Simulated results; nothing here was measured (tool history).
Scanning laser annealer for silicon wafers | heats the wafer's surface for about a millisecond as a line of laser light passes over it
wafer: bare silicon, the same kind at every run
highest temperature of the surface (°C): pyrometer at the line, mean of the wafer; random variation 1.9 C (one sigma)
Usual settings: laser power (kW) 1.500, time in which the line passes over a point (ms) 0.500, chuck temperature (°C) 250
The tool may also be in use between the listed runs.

| run | hour | laser power (kW) | time in which the line passes over a point (ms) | chuck temperature (°C) | highest temperature of the surface (°C) |
|---|---|---|---|---|---|
| 1 | 0.0 | 1.500 | 0.500 | 250 | 1059 |
| 2 | 51.4 | 1.500 | 0.500 | 255 | 1067 |
| 3 | 122.9 | 1.500 | 0.500 | 255 | 1062 |
| 4 | 220.1 | 1.532 | 0.500 | 255 | 1082 |
| 5 | 314.1 | 1.500 | 0.353 | 250 | 924 |
| 6 | 359.4 | 1.500 | 0.353 | 250 | 922 |
| 7 | 408.8 | 1.500 | 0.406 | 250 | 965 |
| 8 | 484.4 | 1.500 | 0.423 | 250 | 977 |
| 9 | 528.7 | 1.500 | 0.423 | 250 | 979 |
| 10 | 623.8 | 1.500 | 0.500 | 262 | 1047 |
| 11 | 670.6 | 1.500 | 0.500 | 262 | 1042 |
|  | 681.9 | laser's power meter calibrated |
| 12 | 767.7 | 1.500 | 0.500 | 262 | 1037 |
| 13 | 806.8 | 1.500 | 0.500 | 217 | 996 |
| 14 | 860.7 | 1.500 | 0.500 | 217 | 989 |
|  | 894.6 | laser's power meter calibrated, once more |
| 15 | 923.9 | 1.500 | 0.500 | 217 | 987 |
| 16 | 1014.4 | 1.500 | 0.500 | 217 | 985 |
| 17 | 1069.2 | 1.500 | 0.500 | 217 | 984 |
| 18 | 1112.7 | 1.500 | 0.500 | 217 | 982 |
| 19 | 1178.7 | 1.500 | 0.500 | 217 | 979 |
| 20 | 1217.9 | 1.500 | 0.500 | 217 | 973 |
|  | 1267.1 | window over the wafer cleaned |
| 21 | 1301.5 | 1.500 | 0.430 | 217 | 981 |
| 22 | 1393.5 | 1.605 | 0.593 | 250 | 1220 |
| 23 | 1474.1 | 1.423 | 0.555 | 224 | 1024 |
| 24 | 1513.3 | 1.278 | 0.618 | 250 | 975 |
| 25 | 1591.3 | 1.278 | 0.526 | 236 | 908 |
| 26 | 1660.9 | 1.529 | 0.500 | 239 | 1065 |
| 27 | 1742.7 | 1.529 | 0.500 | 239 | 1058 |
| 28 | 1788.8 | 1.617 | 0.553 | 225 | 1155 |
| 29 | 1882.5 | 1.351 | 0.473 | 225 | 899 |
| 30 | 1951.2 | 1.397 | 0.356 | 289 | 898 |
| 31 | 2037.1 | 1.397 | 0.356 | 289 | 898 |
| 32 | 2100.8 | 1.397 | 0.356 | 289 | 894 |
| 33 | 2181.6 | 1.465 | 0.500 | 250 | 1009 |
| 34 | 2223.3 | 1.465 | 0.500 | 250 | 1008 |
| 35 | 2295.9 | 1.465 | 0.500 | 250 | 1002 |
| 36 | 2368.8 | 1.320 | 0.500 | 285 | 938 |
| 37 | 2448.7 | 1.473 | 0.425 | 230 | 925 |
| 38 | 2493.6 | 1.404 | 0.415 | 237 | 877 |
| 39 | 2547.4 | 1.500 | 0.358 | 211 | 860 |

The same runs without the tool's hidden state, with the same run-to-run variation:
The hidden state here: light that passes the window, % of a clean one's; laser's true power over the reading, %; width of the line over the set one, %; drift of the gauge itself on peak_c, C.
| run | highest temperature of the surface (°C) |
|---|---|
| 1 | 1092 |
| 2 | 1102 |
| 3 | 1101 |
| 4 | 1126 |
| 5 | 965 |
| 6 | 964 |
| 7 | 1012 |
| 8 | 1028 |
| 9 | 1032 |
| 10 | 1109 |
| 11 | 1106 |
| 12 | 1106 |
| 13 | 1066 |
| 14 | 1061 |
| 15 | 1059 |
| 16 | 1061 |
| 17 | 1063 |
| 18 | 1063 |
| 19 | 1063 |
| 20 | 1058 |
| 21 | 1004 |
| 22 | 1253 |
| 23 | 1056 |
| 24 | 1005 |
| 25 | 938 |
| 26 | 1106 |
| 27 | 1103 |
| 28 | 1208 |
| 29 | 941 |
| 30 | 939 |
| 31 | 941 |
| 32 | 939 |
| 33 | 1069 |
| 34 | 1070 |
| 35 | 1068 |
| 36 | 998 |
| 37 | 993 |
| 38 | 941 |
| 39 | 927 |

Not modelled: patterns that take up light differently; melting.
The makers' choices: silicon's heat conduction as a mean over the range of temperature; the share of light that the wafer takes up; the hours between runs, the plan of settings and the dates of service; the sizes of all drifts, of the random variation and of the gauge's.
